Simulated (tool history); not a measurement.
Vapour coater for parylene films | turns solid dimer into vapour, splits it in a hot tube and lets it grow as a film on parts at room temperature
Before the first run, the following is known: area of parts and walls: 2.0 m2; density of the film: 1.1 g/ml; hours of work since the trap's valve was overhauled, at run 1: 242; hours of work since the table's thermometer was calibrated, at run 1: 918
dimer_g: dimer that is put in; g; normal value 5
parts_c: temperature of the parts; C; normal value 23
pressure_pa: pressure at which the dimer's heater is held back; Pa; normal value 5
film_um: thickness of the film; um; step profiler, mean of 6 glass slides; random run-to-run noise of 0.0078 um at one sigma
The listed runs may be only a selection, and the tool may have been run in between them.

run,day,dimer_g,parts_c,pressure_pa,hours of work since the trap's valve was overhauled,hours of work since the table's thermometer was calibrated,film_um
1,0,5,23,5,242,918,1.606
2,1.575,5,23,2.07,266,942,1.786
3,2.9,5,23,2.07,286,963,1.792
4,4.121,5,23,2.07,305,982,1.794
5,5.808,3,23,5,331,1008,0.962
6,7.1,5,23,10.15,351,1027,1.468
7,8.2,5,23,10.15,368,1044,1.466
8,9.908,5,23,10.15,394,1071,1.48
9,11.279,5,23,10.15,415,1092,1.483
# day 12.054: table's thermometer calibrated
10,12.433,4,23,5,432,6,1.276
11,13.625,5,23,2.08,451,24,1.791
12,15.367,5,23,2.08,477,51,1.776
13,16.496,5,15,2.22,495,68,2.195
14,17.596,9,19,5,512,85,3.213
15,18.933,5,27,5,532,106,1.447
16,20.121,5,31,5,551,124,1.288
# day 21.658: trap's valve overhauled
17,22.079,2,23,5,6,152,0.653
18,23.642,2,18,9.08,30,176,0.689
19,25.142,2,18,9.08,54,199,0.679
20,26.271,3,28,3.85,71,216,0.864
21,27.075,3,19,2.77,83,229,1.148

Each row is a separate what-if for the run after 21, all from the same tool condition, not one after another. Results?
A,28.154,5,18,2.9,100,245,?
B,28.154,5,17,5.27,100,245,?
C,28.154,2,23,5.93,100,245,?
D,28.154,8,19,4.11,100,245,?
E,28.154,3,19,2.07,100,245,?

run,film_um
A,1.955
B,1.854
C,0.62
D,2.919
E,1.196
Had the tool no hidden state, the same runs would have come out as:
run,film_um
A,1.956
B,1.855
C,0.621
D,2.921
E,1.196
